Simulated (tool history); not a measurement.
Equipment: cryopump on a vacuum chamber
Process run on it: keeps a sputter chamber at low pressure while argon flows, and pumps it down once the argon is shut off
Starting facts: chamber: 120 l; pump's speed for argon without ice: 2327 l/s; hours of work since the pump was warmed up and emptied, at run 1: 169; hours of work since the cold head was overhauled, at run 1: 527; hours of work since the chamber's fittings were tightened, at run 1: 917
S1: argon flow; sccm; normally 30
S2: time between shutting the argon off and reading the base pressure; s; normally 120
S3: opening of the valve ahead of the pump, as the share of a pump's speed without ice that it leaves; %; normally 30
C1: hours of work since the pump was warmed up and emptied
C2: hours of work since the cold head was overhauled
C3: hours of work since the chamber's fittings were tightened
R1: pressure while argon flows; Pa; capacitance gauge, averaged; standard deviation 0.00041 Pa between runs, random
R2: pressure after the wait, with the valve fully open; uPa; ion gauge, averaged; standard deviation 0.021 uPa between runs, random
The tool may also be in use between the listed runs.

run    hour  S1   S2  S3   C1    C2    C3      R1    R2
  1       0  30  120  30  169   527   917  0.0748  1.14
  2    60.8  30  120  30  202   560   950  0.0761  1.19
  3   125.3  30   47  30  237   595   985  0.0767  1.78
  4   185.4  30   47  30  269   628  1017   0.077  1.82
  5   233.9  28   47  30  296   654  1044  0.0729   1.9
      239.8  -- leaking fittings of the chamber tightened, without venting
      294.3  -- pump warmed up, emptied and cooled again
  6   302.6  30   47  30    5   688    31  0.0725  1.09
  7   369.1  30   47  30   41   724    67  0.0735  1.13
  8   444.8  30   47  30   82   765   108  0.0742  1.19
  9   504.8  30   47  30  114   797   141  0.0748  1.16
 10   572.5  30  120  30  151   834   178  0.0749  0.62
 11   637.6  21  120  30  186   869   213  0.0533  0.71
 12   679.9  30  120  30  209   892   236  0.0768  0.66
 13   731.5  30  120  30  237   920   264  0.0772   0.7
 14   807.1  30  120  30  278   961   305  0.0773  0.73
 15   859.2  30  120  30  306   989   333  0.0788  0.74
      901.7  -- pump warmed up, emptied and cooled again
 16     940  30   99  30   21  1030   374  0.0733  0.81
 17  1007.1  30   99  30   57  1067   410  0.0739  0.85
 18  1069.4  30  120  20   91  1100   444  0.1104  0.79
 19  1127.2  30   66  30  122  1132   475   0.076  1.09
 20  1186.3  20  139  60  154  1164   507  0.0253  0.77
 21  1224.8  30   66  30  175  1184   528   0.076  1.15
 22  1295.5  14  107  24  213  1223   567  0.0439  0.93
 23    1357  18  120  38  247  1256   600  0.0368  0.97
 24    1409  34   24  30  275  1284   628  0.0882  2.46
 25  1461.1  15  120  56  303  1312   656  0.0224     1
     1505.4  -- pump warmed up, emptied and cooled again
 26  1508.8  15  120  56    2  1336   679  0.0199  0.86
 27  1552.3  15  120  56   25  1359   703  0.0199  0.89
 28  1623.5  46  185  30   64  1398   741  0.1129  0.85
 29  1663.2  26  136  27   85  1419   763  0.0725  0.95
 30  1726.6  30   52  30  120  1454   797   0.075  1.51
 31  1782.4  12   30  18  150  1484   828  0.0497  2.15
 32  1837.1  12   30  18  180  1513   857  0.0496  2.09
 33  1900.4  30   65  30  214  1548   892  0.0767  1.46

How the hidden state differs across the entries between the runs, from the last listed run before each to the first after it:
Run 5 -> run 6: leaking fittings of the chamber tightened, without venting (hour 239.8); pump warmed up, emptied and cooled again (hour 294.3)
  pump's speed, % of a pump's without ice: 82 -> 99.6; cold plate's temperature, K: 12.58 -> 12.6; leak into the chamber, uPa l/s: 1745 -> 340
  the result without the hidden state subtracted from the measured one, R1: +0.0048 -> +0.0004 Pa; R2: +0.8 -> +0.02 uPa
Run 15 -> run 16: pump warmed up, emptied and cooled again (hour 901.7)
  pump's speed, % of a pump's without ice: 80.2 -> 98.4; cold plate's temperature, K: 12.78 -> 12.81; leak into the chamber, uPa l/s: 727 -> 779
  the result without the hidden state subtracted from the measured one, R1: +0.0059 -> +0.0008 Pa; R2: +0.27 -> +0.22 uPa
Run 25 -> run 26: pump warmed up, emptied and cooled again (hour 1505.4)
  pump's speed, % of a pump's without ice: 80.5 -> 99.5; cold plate's temperature, K: 12.98 -> 12.99; leak into the chamber, uPa l/s: 1151 -> 1178
  the result without the hidden state subtracted from the measured one, R1: +0.0029 -> +0.0002 Pa; R2: +0.5 -> +0.4 uPa

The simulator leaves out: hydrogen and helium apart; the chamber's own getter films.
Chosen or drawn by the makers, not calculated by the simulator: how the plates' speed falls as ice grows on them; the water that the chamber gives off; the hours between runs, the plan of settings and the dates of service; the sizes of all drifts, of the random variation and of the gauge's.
